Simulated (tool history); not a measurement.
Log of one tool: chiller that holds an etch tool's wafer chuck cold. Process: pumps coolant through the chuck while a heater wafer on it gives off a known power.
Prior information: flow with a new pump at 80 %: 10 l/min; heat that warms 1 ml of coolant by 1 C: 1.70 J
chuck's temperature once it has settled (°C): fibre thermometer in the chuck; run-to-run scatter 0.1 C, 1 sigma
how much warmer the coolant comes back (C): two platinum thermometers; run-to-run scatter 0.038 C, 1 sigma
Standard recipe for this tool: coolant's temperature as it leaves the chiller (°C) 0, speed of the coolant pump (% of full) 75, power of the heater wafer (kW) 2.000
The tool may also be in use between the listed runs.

run   hour  coolant's temperature as it leaves the chiller (°C)  speed of the coolant pump (% of full)  power of the heater wafer (kW)  chuck's temperature once it has settled (°C)  how much warmer the coolant comes back (C)
  1    0.0                                                    0                                     75                           2.000                                          22.7                                        7.59
  2   20.3                                                    0                                     75                           2.000                                          22.7                                        7.64
  3   47.3                                                    0                                     69                           2.000                                          24.3                                        8.32
  4   74.1                                                    0                                     69                           2.000                                          24.3                                        8.26
  5  112.9                                                   -1                                     75                           2.000                                          21.8                                        7.70
  6  144.6                                                   -1                                     75                           2.000                                          21.9                                        7.61
  7  175.1                                                   -1                                     75                           2.000                                          21.9                                        7.63
  8  203.4                                                   -1                                     75                           2.000                                          21.8                                        7.61
  9  223.7                                                   -1                                     75                           2.000                                          21.7                                        7.62
 10  260.4                                                   -1                                     75                           2.000                                          21.8                                        7.66
 11  301.4                                                    0                                     98                           2.000                                          18.7                                        5.75
 12  324.4                                                    0                                     98                           2.000                                          18.6                                        5.82
 13  356.0                                                    0                                     98                           2.000                                          18.7                                        5.79
 14  393.5                                                    0                                     98                           2.000                                          18.5                                        5.78
     400.2  -- coolant pump overhauled
 15  431.5                                                    5                                     75                           1.320                                          20.2                                        5.11
 16  470.2                                                    0                                     75                           1.799                                          20.9                                        6.91
 17  497.8                                                    0                                     75                           1.799                                          20.8                                        6.97
 18  522.8                                                    9                                     93                           1.799                                          26.5                                        5.53
 19  557.2                                                    5                                     91                           2.000                                          24.8                                        6.27
     573.4  -- coolant pump overhauled, once more
 20  596.6                                                    0                                     75                           1.779                                          20.2                                        6.75
 21  633.6                                                    8                                     91                           2.365                                          31.2                                        7.28
 22  653.2                                                    0                                     69                           2.737                                          33.5                                       11.28
 23  680.0                                                    0                                     69                           2.737                                          33.4                                       11.36
 24  717.6                                                   -5                                     75                           2.000                                          17.8                                        7.56
 25  752.5                                                   -5                                     75                           2.000                                          18.1                                        7.49
 26  789.2                                                   -5                                     75                           2.000                                          18.1                                        7.56
 27  817.2                                                    2                                     81                           1.460                                          17.6                                        5.05

Consider 5 possible next runs. They are alternatives, not a sequence: every one starts from the tool as it was left by run 27. What does each give?
  A  849.3                                                    0                                     82                           2.420                                             ?                                           ?
  B  849.3                                                  -10                                     81                           1.460                                             ?                                           ?
  C  849.3                                                    6                                     75                           2.000                                             ?                                           ?
  D  849.3                                                   -9                                     75                           2.000                                             ?                                           ?
  E  849.3                                                   -5                                     81                           2.509                                             ?                                           ?

run  chuck's temperature once it has settled (°C)  how much warmer the coolant comes back (C)
  A                                          25.9                                        8.40
  B                                           5.7                                        5.06
  C                                          29.1                                        7.51
  D                                          14.2                                        7.59
  E                                          22.3                                        8.76
Had the tool no hidden state, the same runs would have come out as:
run  chuck's temperature once it has settled (°C)  how much warmer the coolant comes back (C)
  A                                          22.7                                        8.39
  B                                           3.8                                        5.05
  C                                          26.2                                        7.50
  D                                          11.4                                        7.58
  E                                          18.9                                        8.74
